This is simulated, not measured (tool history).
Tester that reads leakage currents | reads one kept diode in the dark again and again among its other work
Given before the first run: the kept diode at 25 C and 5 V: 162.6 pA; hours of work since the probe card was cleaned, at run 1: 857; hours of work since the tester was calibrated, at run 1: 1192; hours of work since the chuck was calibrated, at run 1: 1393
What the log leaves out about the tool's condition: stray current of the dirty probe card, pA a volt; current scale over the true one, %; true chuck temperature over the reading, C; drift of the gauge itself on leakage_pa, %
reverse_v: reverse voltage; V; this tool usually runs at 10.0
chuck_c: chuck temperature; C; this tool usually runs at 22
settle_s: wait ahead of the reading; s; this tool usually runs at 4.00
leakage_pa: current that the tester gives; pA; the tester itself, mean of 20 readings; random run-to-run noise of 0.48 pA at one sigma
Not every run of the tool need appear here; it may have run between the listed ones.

run    hour  reverse_v  chuck_c  settle_s  hours of work since the probe card was cleaned  hours of work since the tester was calibrated  hours of work since the chuck was calibrated  leakage_pa
  1     0.0       10.0       22      4.00                                             857                                           1192                                          1393      161.19
  2   120.8       10.0       22      4.00                                             920                                           1255                                          1457      161.91
  3   246.5       10.0       22      4.00                                             987                                           1321                                          1523      162.98
  4   360.3       10.0       22      4.00                                            1046                                           1381                                          1582      162.37
  5   487.3        2.1       22      4.00                                            1113                                           1448                                          1649       94.81
      617.5  -- probe card cleaned and baked
  6   654.8        2.1       22      4.00                                              20                                           1535                                          1736       91.13
  7   734.3        2.1       22      4.00                                              61                                           1576                                          1778       90.71
      811.9  -- chuck's temperature calibrated
  8   835.4       10.0       22      4.00                                             114                                           1628                                            12      158.61
  9   913.7       10.0       22      4.00                                             155                                           1670                                            54      159.31
 10  1021.5       10.0       22      4.00                                             211                                           1726                                           110      158.88
 11  1133.3       12.6       22      4.00                                             270                                           1785                                           169      173.35
 12  1286.6       12.6       22      4.00                                             351                                           1866                                           250      173.48
 13  1445.7       10.0       22      4.00                                             434                                           1949                                           333      161.83
 14  1616.5        6.9       29      4.00                                             524                                           2039                                           423      242.69
     1660.2  -- tester calibrated
 15  1699.7       11.6       38      4.00                                             567                                             21                                           466      561.22
 16  1817.6       11.6       38      4.00                                             629                                             83                                           528      562.93
 17  1953.7       11.6       38      4.00                                             700                                            154                                           599      562.82
 18  2035.0       14.0       22      4.00                                             743                                            197                                           642      191.09
 19  2162.8       10.3       22      1.11                                             810                                            264                                           709      170.95
 20  2261.9       10.3       22      1.11                                             862                                            316                                           761      172.63
 21  2409.1        5.5       22      1.02                                             940                                            394                                           839      137.14
 22  2554.5        9.0       41      4.00                                            1016                                            470                                           915      633.43
 23  2657.5       10.0       37      3.62                                            1070                                            524                                           969      497.15
 24  2749.0        1.4       22      1.01                                            1118                                            572                                          1017       86.49
 25  2825.9        8.0       25      0.33                                            1159                                            613                                          1058      198.26

Each row is a separate what-if for the run after 25, all from the same tool condition, not one after another. Results?
     2857.4  -- probe card cleaned and baked
  A  2919.5        8.0       43      0.33                                              33                                            660                                          1105           ?
     2857.4  -- probe card cleaned and baked
  B  2919.5        3.8       25      7.00                                              33                                            660                                          1105           ?
     2857.4  -- probe card cleaned and baked
  C  2919.5        8.4       39      5.49                                              33                                            660                                          1105           ?
     2857.4  -- probe card cleaned and baked
  D  2919.5        1.4       51      3.80                                              33                                            660                                          1105           ?

run  leakage_pa
  A      685.31
  B      144.37
  C      520.45
  D      690.31
Without the tool's hidden state the same runs would have given:
run  leakage_pa
  A      710.87
  B      150.16
  C      540.17
  D      715.60

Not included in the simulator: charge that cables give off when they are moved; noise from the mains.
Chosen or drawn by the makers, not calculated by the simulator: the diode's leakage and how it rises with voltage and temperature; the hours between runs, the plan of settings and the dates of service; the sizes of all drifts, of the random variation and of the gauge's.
